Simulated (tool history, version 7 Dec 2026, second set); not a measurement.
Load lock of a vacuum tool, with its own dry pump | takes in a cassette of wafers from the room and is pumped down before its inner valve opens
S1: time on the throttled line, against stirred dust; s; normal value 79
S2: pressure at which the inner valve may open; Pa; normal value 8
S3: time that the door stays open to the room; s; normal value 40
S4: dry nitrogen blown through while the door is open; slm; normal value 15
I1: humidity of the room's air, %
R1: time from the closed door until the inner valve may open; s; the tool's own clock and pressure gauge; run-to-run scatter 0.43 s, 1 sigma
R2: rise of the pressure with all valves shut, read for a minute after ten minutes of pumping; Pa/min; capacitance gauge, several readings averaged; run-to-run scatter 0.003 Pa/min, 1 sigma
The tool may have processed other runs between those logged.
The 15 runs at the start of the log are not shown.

| run | hour | S1 | S2 | S3 | S4 | I1 | R1 | R2 |
|---|---|---|---|---|---|---|---|---|
| 16 | 3270.1 | 79 | 8 | 54 | 15 | 45.1 | 106.7 | 0.039 |
| 17 | 3479.0 | 79 | 8 | 54 | 15 | 46.0 | 107.0 | 0.040 |
| 18 | 3653.4 | 79 | 10 | 40 | 15 | 43.9 | 105.4 | 0.033 |
| 19 | 3945.8 | 79 | 10 | 40 | 15 | 47.1 | 105.5 | 0.037 |
| 20 | 4080.4 | 147 | 10 | 136 | 15 | 46.2 | 167.0 | 0.062 |
| 21 | 4378.5 | 79 | 8 | 200 | 9 | 43.2 | 106.4 | 0.084 |
| 22 | 4608.0 | 79 | 6 | 200 | 9 | 44.7 | 108.4 | 0.087 |
| 23 | 4749.6 | 79 | 6 | 200 | 9 | 44.4 | 108.0 | 0.083 |
| 24 | 5014.8 | 90 | 8 | 234 | 15 | 43.3 | 117.0 | 0.067 |
| 25 | 5138.7 | 54 | 6 | 177 | 17 | 46.0 | 84.6 | 0.064 |
| 26 | 5431.4 | 74 | 8 | 40 | 21 | 45.2 | 102.4 | 0.028 |
| 27 | 5675.6 | 141 | 8 | 223 | 15 | 38.9 | 162.2 | 0.071 |
| 28 | 5844.5 | 147 | 15 | 26 | 30 | 46.4 | 164.7 | 0.022 |
| 29 | 6051.8 | 147 | 15 | 26 | 30 | 43.3 | 164.9 | 0.032 |
| 30 | 6346.7 | 79 | 8 | 31 | 22 | 43.2 | 106.1 | 0.033 |
| 31 | 6482.2 | 79 | 8 | 31 | 22 | 48.0 | 106.4 | 0.030 |
| 32 | 6768.5 | 79 | 8 | 31 | 5 | 41.7 | 106.6 | 0.041 |
| 33 | 6891.9 | 79 | 8 | 31 | 5 | 42.0 | 107.0 | 0.043 |
| 34 | 7092.3 | 79 | 8 | 31 | 7 | 46.6 | 106.4 | 0.039 |
| 35 | 7307.5 | 47 | 8 | 65 | 15 | 41.1 | 78.5 | 0.042 |
| 36 | 7591.5 | 59 | 8 | 65 | 15 | 41.0 | 88.7 | 0.042 |

4 options for the next run, each taken on its own from the tool as it stands now. Forecast them:
| A | 7865.2 | 59 | 8 | 71 | 15 | 46.5 | ? | ? |
| B | 7865.2 | 59 | 8 | 27 | 15 | 43.3 | ? | ? |
| C | 7865.2 | 79 | 9 | 215 | 39 | 46.5 | ? | ? |
| D | 7865.2 | 119 | 8 | 80 | 40 | 45.3 | ? | ? |

| run | R1 | R2 |
|---|---|---|
| A | 88.9 | 0.048 |
| B | 89.1 | 0.025 |
| C | 106.9 | 0.049 |
| D | 142.3 | 0.037 |
What these runs would have given with no unlogged condition in the tool:
| run | R1 | R2 |
|---|---|---|
| A | 88.8 | 0.047 |
| B | 89.1 | 0.024 |
| C | 106.9 | 0.048 |
| D | 142.3 | 0.036 |
